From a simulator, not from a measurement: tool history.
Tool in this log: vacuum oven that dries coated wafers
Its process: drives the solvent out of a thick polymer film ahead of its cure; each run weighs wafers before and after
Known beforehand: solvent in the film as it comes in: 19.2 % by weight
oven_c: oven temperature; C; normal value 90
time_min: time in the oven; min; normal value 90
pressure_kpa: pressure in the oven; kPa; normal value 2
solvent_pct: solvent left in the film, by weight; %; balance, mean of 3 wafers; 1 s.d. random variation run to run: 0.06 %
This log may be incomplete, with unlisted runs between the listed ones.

{"run": 1, "hour": 0.0, "oven_c": 90, "time_min": 90, "pressure_kpa": 2, "solvent_pct": 3.46}
{"run": 2, "hour": 14.5, "oven_c": 90, "time_min": 90, "pressure_kpa": 2, "solvent_pct": 3.25}
{"run": 3, "hour": 29.8, "oven_c": 90, "time_min": 90, "pressure_kpa": 2, "solvent_pct": 3.33}
{"run": 4, "hour": 41.5, "oven_c": 90, "time_min": 90, "pressure_kpa": 2, "solvent_pct": 3.35}
{"run": 5, "hour": 56.3, "oven_c": 90, "time_min": 90, "pressure_kpa": 2, "solvent_pct": 3.26}
{"run": 6, "hour": 65.4, "oven_c": 90, "time_min": 90, "pressure_kpa": 2, "solvent_pct": 3.49}
{"run": 7, "hour": 74.4, "oven_c": 101, "time_min": 90, "pressure_kpa": 2, "solvent_pct": 1.38}
{"run": 8, "hour": 85.5, "oven_c": 101, "time_min": 90, "pressure_kpa": 2, "solvent_pct": 1.29}
{"run": 9, "hour": 97.5, "oven_c": 101, "time_min": 73, "pressure_kpa": 2, "solvent_pct": 1.54}
{"run": 10, "hour": 108.1, "oven_c": 101, "time_min": 73, "pressure_kpa": 2, "solvent_pct": 1.49}
{"run": 11, "hour": 117.9, "oven_c": 89, "time_min": 90, "pressure_kpa": 2, "solvent_pct": 3.72}
{"run": 12, "hour": 125.2, "oven_c": 90, "time_min": 90, "pressure_kpa": 2, "solvent_pct": 3.19}
{"run": 13, "hour": 132.6, "oven_c": 90, "time_min": 90, "pressure_kpa": 1.85, "solvent_pct": 3.22}
{"run": 14, "hour": 139.5, "oven_c": 89, "time_min": 90, "pressure_kpa": 2, "solvent_pct": 3.83}
{"run": 15, "hour": 151.5, "oven_c": 89, "time_min": 90, "pressure_kpa": 2, "solvent_pct": 3.71}
{"run": 16, "hour": 166.2, "oven_c": 89, "time_min": 90, "pressure_kpa": 2, "solvent_pct": 3.7}
{"run": 17, "hour": 182.1, "oven_c": 81, "time_min": 90, "pressure_kpa": 2, "solvent_pct": 7.01}
{"run": 18, "hour": 195.8, "oven_c": 81, "time_min": 90, "pressure_kpa": 2, "solvent_pct": 7.03}
{"run": 19, "hour": 208.5, "oven_c": 90, "time_min": 90, "pressure_kpa": 2, "solvent_pct": 3.37}
{"run": 20, "hour": 217.0, "oven_c": 90, "time_min": 90, "pressure_kpa": 2, "solvent_pct": 3.4}
{"run": 21, "hour": 232.1, "oven_c": 90, "time_min": 90, "pressure_kpa": 6.84, "solvent_pct": 7.23}
{"run": 22, "hour": 247.9, "oven_c": 90, "time_min": 90, "pressure_kpa": 2, "solvent_pct": 3.37}
{"run": 23, "hour": 255.9, "oven_c": 86, "time_min": 90, "pressure_kpa": 2, "solvent_pct": 4.73}
{"run": 24, "hour": 263.6, "oven_c": 85, "time_min": 48, "pressure_kpa": 3.22, "solvent_pct": 9.24}
{"run": 25, "hour": 274.1, "oven_c": 85, "time_min": 48, "pressure_kpa": 2.63, "solvent_pct": 8.72}
{"run": 26, "hour": 282.4, "oven_c": 76, "time_min": 115, "pressure_kpa": 6.87, "solvent_pct": 13.09}
{"run": 27, "hour": 289.7, "oven_c": 76, "time_min": 115, "pressure_kpa": 6.87, "solvent_pct": 13.14}
{"run": 28, "hour": 298.9, "oven_c": 92, "time_min": 90, "pressure_kpa": 3.04, "solvent_pct": 3.64}
{"run": 29, "hour": 309.5, "oven_c": 78, "time_min": 90, "pressure_kpa": 1.2, "solvent_pct": 7.5}
{"run": 30, "hour": 320.3, "oven_c": 78, "time_min": 90, "pressure_kpa": 6.7, "solvent_pct": 12.67}
{"run": 31, "hour": 334.8, "oven_c": 90, "time_min": 83, "pressure_kpa": 4.41, "solvent_pct": 5.57}
{"run": 32, "hour": 350.9, "oven_c": 90, "time_min": 54, "pressure_kpa": 3.06, "solvent_pct": 6.26}
{"run": 33, "hour": 360.8, "oven_c": 90, "time_min": 66, "pressure_kpa": 4.09, "solvent_pct": 6.23}
{"run": 34, "hour": 371.9, "oven_c": 90, "time_min": 72, "pressure_kpa": 3.76, "solvent_pct": 5.59}
{"run": 35, "hour": 387.5, "oven_c": 83, "time_min": 65, "pressure_kpa": 1.44, "solvent_pct": 7.29}
{"run": 36, "hour": 398.3, "oven_c": 83, "time_min": 65, "pressure_kpa": 1.44, "solvent_pct": 7.33}
{"run": 37, "hour": 409.3, "oven_c": 84, "time_min": 126, "pressure_kpa": 5.13, "solvent_pct": 7.07}
{"run": 38, "hour": 419.7, "oven_c": 103, "time_min": 62, "pressure_kpa": 2.41, "solvent_pct": 1.62}
{"run": 39, "hour": 435.1, "oven_c": 103, "time_min": 62, "pressure_kpa": 2.41, "solvent_pct": 1.73}
{"run": 40, "hour": 448.1, "oven_c": 76, "time_min": 90, "pressure_kpa": 2.63, "solvent_pct": 9.72}
{"run": 41, "hour": 459.3, "oven_c": 101, "time_min": 90, "pressure_kpa": 2, "solvent_pct": 1.38}
{"run": 42, "hour": 472.1, "oven_c": 95, "time_min": 64, "pressure_kpa": 2, "solvent_pct": 3.12}
{"run": 43, "hour": 479.5, "oven_c": 95, "time_min": 64, "pressure_kpa": 2, "solvent_pct": 3.13}
{"run": 44, "hour": 494.7, "oven_c": 95, "time_min": 64, "pressure_kpa": 2, "solvent_pct": 3.19}
{"run": 45, "hour": 505.1, "oven_c": 95, "time_min": 64, "pressure_kpa": 2, "solvent_pct": 3.07}

Some steps in solvent_pct, run to run, broken into two amounts with sign: the step expected even without the hidden condition (settings, incoming material, random variation), and the rest, left for the hidden condition together with whatever gauge scatter is not in both the measured and the hidden-condition-free result:
Unlogged tool condition in this case: true wafer temperature over the reading, C; true pressure over the reading, kPa; drift of the gauge itself on solvent_pct, %.
Run 27 -> 28: oven_c 76 -> 92, time_min 115 -> 90, pressure_kpa 6.87 -> 3.04. solvent_pct -9.5 %: hidden state -0.1, all else -9.4.
Run 37 -> 38: oven_c 84 -> 103, time_min 126 -> 62, pressure_kpa 5.13 -> 2.41. solvent_pct -5.45 %: hidden state -0.15, all else -5.3.
Run 39 -> 40: oven_c 103 -> 76, time_min 62 -> 90, pressure_kpa 2.41 -> 2.63. solvent_pct +7.99 %: hidden state +0.16, all else +7.83.
Run 40 -> 41: oven_c 76 -> 101, pressure_kpa 2.63 -> 2. solvent_pct -8.34 %: hidden state -0.17, all else -8.17.

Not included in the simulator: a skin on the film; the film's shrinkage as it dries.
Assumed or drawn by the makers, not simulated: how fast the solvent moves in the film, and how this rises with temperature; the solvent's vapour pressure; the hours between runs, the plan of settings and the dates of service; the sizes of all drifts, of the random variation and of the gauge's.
